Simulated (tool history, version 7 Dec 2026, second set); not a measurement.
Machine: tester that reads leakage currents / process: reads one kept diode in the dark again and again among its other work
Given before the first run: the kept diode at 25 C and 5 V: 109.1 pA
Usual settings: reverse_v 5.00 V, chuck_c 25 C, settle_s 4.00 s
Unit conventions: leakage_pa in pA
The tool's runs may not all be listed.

run	hour	reverse_v	chuck_c	settle_s	leakage_pa
1	0.0	5.00	25	4.00	109.14
2	46.8	5.00	25	4.00	109.25
3	94.1	5.00	25	4.00	108.71
4	134.3	5.00	25	4.00	109.06
5	166.3	5.00	21	4.00	80.67
6	208.0	5.00	21	4.00	81.53
7	250.0	5.00	21	4.00	81.07
8	290.5	5.92	21	4.00	89.49
9	355.0	5.00	25	4.00	109.27
10	388.7	5.00	25	4.00	109.77
11	428.4	5.00	25	4.00	109.57
12	470.4	5.00	25	4.00	109.62
13	524.5	5.00	25	4.00	109.08
14	551.0	5.00	25	1.92	109.17
15	589.7	5.00	52	4.00	665.69
16	626.4	6.58	25	4.00	128.00
17	666.9	6.58	34	4.00	241.47
18	724.0	6.58	34	0.48	243.95
19	789.5	6.58	34	0.48	244.56
20	843.3	6.58	34	0.48	243.78
21	870.5	6.58	34	0.48	243.50
22	932.5	5.00	25	2.65	110.02
23	994.8	5.00	25	2.65	109.19
24	1043.3	2.48	25	4.00	73.20
25	1103.8	2.48	25	4.00	72.63
26	1161.9	4.35	23	4.00	87.04
27	1217.3	4.35	40	4.00	285.85
28	1265.8	18.04	29	5.11	308.62
29	1294.5	18.04	29	5.11	307.26
30	1321.0	18.04	29	5.11	305.75
31	1382.9	18.04	29	5.11	308.78
32	1448.1	18.04	29	5.11	308.19
# hour 1487.5: chuck's temperature calibrated
33	1506.7	4.32	27	1.49	115.76
34	1542.0	3.29	27	2.52	98.11
35	1587.0	3.29	27	2.52	98.91
36	1646.7	3.29	27	2.52	99.26
37	1676.5	5.00	32	4.00	180.18
38	1730.0	3.91	59	8.42	877.01
39	1773.9	11.44	34	0.30	338.64
40	1822.1	11.44	34	0.30	338.04
41	1877.4	11.44	48	1.02	842.51

Each row is a separate what-if for the run after 41, all from the same tool condition, not one after another. Results?
A	1911.7	10.61	48	0.37	?
B	1911.7	5.00	42	4.00	?
C	1911.7	5.00	22	4.00	?

run	leakage_pa
A	805.39
B	354.93
C	88.31
Take away the tool's hidden state, keep each run's random variation, and the runs would have read:
run	leakage_pa
A	805.24
B	354.86
C	88.27
